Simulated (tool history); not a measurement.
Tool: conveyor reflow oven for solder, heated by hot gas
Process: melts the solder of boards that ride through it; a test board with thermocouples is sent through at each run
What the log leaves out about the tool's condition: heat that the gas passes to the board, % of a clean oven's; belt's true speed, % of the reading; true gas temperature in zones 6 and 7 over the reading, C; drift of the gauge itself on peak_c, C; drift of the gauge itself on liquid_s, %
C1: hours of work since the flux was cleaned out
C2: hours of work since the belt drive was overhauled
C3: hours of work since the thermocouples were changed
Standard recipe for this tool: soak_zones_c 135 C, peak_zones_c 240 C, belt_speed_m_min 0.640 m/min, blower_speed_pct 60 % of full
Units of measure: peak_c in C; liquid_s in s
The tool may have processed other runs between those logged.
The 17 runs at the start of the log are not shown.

run 18 hour=875.4 | soak_zones_c=135 peak_zones_c=237 belt_speed_m_min=0.602 blower_speed_pct=73 | C1=52 C2=1284 C3=212 | peak_c=220.8 liquid_s=47.4
run 19 hour=930.9 | soak_zones_c=143 peak_zones_c=237 belt_speed_m_min=0.529 blower_speed_pct=73 | C1=79 C2=1312 C3=240 | peak_c=225.6 liquid_s=59.3
run 20 hour=960.3 | soak_zones_c=143 peak_zones_c=237 belt_speed_m_min=0.529 blower_speed_pct=73 | C1=94 C2=1326 C3=255 | peak_c=225.4 liquid_s=59.0
-- hour=976.3 belt drive overhauled, speed set with a stopwatch
run 21 hour=1025.3 | soak_zones_c=143 peak_zones_c=237 belt_speed_m_min=0.529 blower_speed_pct=73 | C1=124 C2=24 C3=285 | peak_c=224.4 liquid_s=58.1
run 22 hour=1089.9 | soak_zones_c=120 peak_zones_c=249 belt_speed_m_min=0.749 blower_speed_pct=82 | C1=156 C2=56 C3=317 | peak_c=218.6 liquid_s=32.8
run 23 hour=1155.6 | soak_zones_c=120 peak_zones_c=249 belt_speed_m_min=0.749 blower_speed_pct=82 | C1=189 C2=89 C3=349 | peak_c=218.2 liquid_s=32.5
run 24 hour=1197.7 | soak_zones_c=135 peak_zones_c=229 belt_speed_m_min=0.533 blower_speed_pct=60 | C1=209 C2=110 C3=370 | peak_c=214.0 liquid_s=47.6
run 25 hour=1250.5 | soak_zones_c=135 peak_zones_c=228 belt_speed_m_min=0.532 blower_speed_pct=60 | C1=235 C2=136 C3=396 | peak_c=212.1 liquid_s=46.8
run 26 hour=1302.0 | soak_zones_c=137 peak_zones_c=228 belt_speed_m_min=0.532 blower_speed_pct=80 | C1=261 C2=161 C3=422 | peak_c=215.6 liquid_s=50.4
run 27 hour=1371.9 | soak_zones_c=135 peak_zones_c=247 belt_speed_m_min=0.528 blower_speed_pct=60 | C1=296 C2=196 C3=456 | peak_c=229.7 liquid_s=58.0
run 28 hour=1410.7 | soak_zones_c=135 peak_zones_c=247 belt_speed_m_min=0.528 blower_speed_pct=60 | C1=315 C2=215 C3=476 | peak_c=229.8 liquid_s=57.7
run 29 hour=1449.8 | soak_zones_c=133 peak_zones_c=247 belt_speed_m_min=0.528 blower_speed_pct=60 | C1=334 C2=234 C3=495 | peak_c=228.0 liquid_s=57.1
run 30 hour=1485.3 | soak_zones_c=133 peak_zones_c=247 belt_speed_m_min=0.528 blower_speed_pct=60 | C1=352 C2=252 C3=512 | peak_c=228.0 liquid_s=56.6
run 31 hour=1530.8 | soak_zones_c=128 peak_zones_c=240 belt_speed_m_min=0.640 blower_speed_pct=60 | C1=374 C2=274 C3=535 | peak_c=213.1 liquid_s=36.7

Alternative continuations, all from the tool just after run 31; predict every row:
run A hour=1580.6 | soak_zones_c=136 peak_zones_c=234 belt_speed_m_min=0.577 blower_speed_pct=60 | C1=399 C2=299 C3=560 | peak_c=? liquid_s=?
run B hour=1580.6 | soak_zones_c=126 peak_zones_c=240 belt_speed_m_min=0.696 blower_speed_pct=62 | C1=399 C2=299 C3=560 | peak_c=? liquid_s=?
run C hour=1580.6 | soak_zones_c=128 peak_zones_c=233 belt_speed_m_min=0.657 blower_speed_pct=60 | C1=399 C2=299 C3=560 | peak_c=? liquid_s=?

run=A peak_c=214.9 liquid_s=43.7
run=B peak_c=209.4 liquid_s=30.1
run=C peak_c=205.7 liquid_s=30.4
With no hidden state in the tool, these same runs would have given:
run=A peak_c=217.7 liquid_s=45.8
run=B peak_c=213.3 liquid_s=33.0
run=C peak_c=209.2 liquid_s=33.3
